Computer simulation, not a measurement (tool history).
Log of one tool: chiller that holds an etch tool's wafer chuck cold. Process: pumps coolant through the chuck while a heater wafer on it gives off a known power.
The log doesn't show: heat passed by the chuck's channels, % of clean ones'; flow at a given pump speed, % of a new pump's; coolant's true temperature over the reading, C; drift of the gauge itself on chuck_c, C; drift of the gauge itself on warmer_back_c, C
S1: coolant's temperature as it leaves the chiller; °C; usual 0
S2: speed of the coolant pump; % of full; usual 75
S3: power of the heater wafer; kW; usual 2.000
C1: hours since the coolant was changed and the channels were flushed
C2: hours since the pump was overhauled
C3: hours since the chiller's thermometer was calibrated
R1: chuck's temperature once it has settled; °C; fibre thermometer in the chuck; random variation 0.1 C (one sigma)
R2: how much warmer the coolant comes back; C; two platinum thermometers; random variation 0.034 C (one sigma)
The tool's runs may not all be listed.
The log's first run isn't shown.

{"run": 2, "hour": 17.0, "S1": 0, "S2": 75, "S3": 2.0, "C1": 1950, "C2": 953, "C3": 4369, "R1": 13.5, "R2": 5.18}
{"run": 3, "hour": 33.4, "S1": 0, "S2": 75, "S3": 2.0, "C1": 1966, "C2": 970, "C3": 4386, "R1": 13.4, "R2": 5.19}
{"run": 4, "hour": 57.8, "S1": 7, "S2": 75, "S3": 2.0, "C1": 1991, "C2": 994, "C3": 4410, "R1": 20.5, "R2": 5.13}
{"run": 5, "hour": 78.2, "S1": -4, "S2": 75, "S3": 2.0, "C1": 2011, "C2": 1015, "C3": 4430, "R1": 9.4, "R2": 5.12}
{"run": 6, "hour": 107.5, "S1": 0, "S2": 75, "S3": 2.0, "C1": 2040, "C2": 1044, "C3": 4460, "R1": 13.4, "R2": 5.12}
{"run": 7, "hour": 137.8, "S1": 0, "S2": 75, "S3": 2.626, "C1": 2071, "C2": 1074, "C3": 4490, "R1": 17.9, "R2": 6.69}
{"run": 8, "hour": 163.2, "S1": 0, "S2": 75, "S3": 2.626, "C1": 2096, "C2": 1100, "C3": 4515, "R1": 17.7, "R2": 6.72}
{"run": 9, "hour": 187.5, "S1": 0, "S2": 75, "S3": 2.0, "C1": 2120, "C2": 1124, "C3": 4540, "R1": 13.5, "R2": 5.17}
{"run": 10, "hour": 204.6, "S1": 0, "S2": 61, "S3": 2.0, "C1": 2137, "C2": 1141, "C3": 4557, "R1": 16.2, "R2": 6.35}
{"run": 11, "hour": 233.0, "S1": 0, "S2": 61, "S3": 2.0, "C1": 2166, "C2": 1169, "C3": 4585, "R1": 15.9, "R2": 6.32}
{"run": 12, "hour": 265.3, "S1": 0, "S2": 61, "S3": 2.0, "C1": 2198, "C2": 1202, "C3": 4618, "R1": 16.1, "R2": 6.33}
{"run": 13, "hour": 290.6, "S1": 0, "S2": 75, "S3": 2.0, "C1": 2223, "C2": 1227, "C3": 4643, "R1": 13.3, "R2": 5.2}
{"run": 14, "hour": 320.1, "S1": 0, "S2": 75, "S3": 2.0, "C1": 2253, "C2": 1257, "C3": 4672, "R1": 13.6, "R2": 5.17}
{"run": 15, "hour": 348.6, "S1": 0, "S2": 78, "S3": 2.0, "C1": 2281, "C2": 1285, "C3": 4701, "R1": 13.0, "R2": 4.96}
{"run": 16, "hour": 367.7, "S1": 0, "S2": 66, "S3": 2.0, "C1": 2300, "C2": 1304, "C3": 4720, "R1": 15.0, "R2": 5.81}
{"run": 17, "hour": 387.7, "S1": 0, "S2": 62, "S3": 2.0, "C1": 2320, "C2": 1324, "C3": 4740, "R1": 15.9, "R2": 6.2}

Forecast run 18:
{"hour": 413.6, "done": "chiller's thermometer calibrated"}
{"run": 18, "hour": 422.1, "S1": -1, "S2": 71, "S3": 2.243, "C1": 2354, "C2": 1358, "C3": 9, "R1": "?", "R2": "?"}

Run 18 gave R1 14.8 °C, R2 6.08 C.
Without the tool's hidden state the same run would have given R1 14.8 °C, R2 6.08 C.
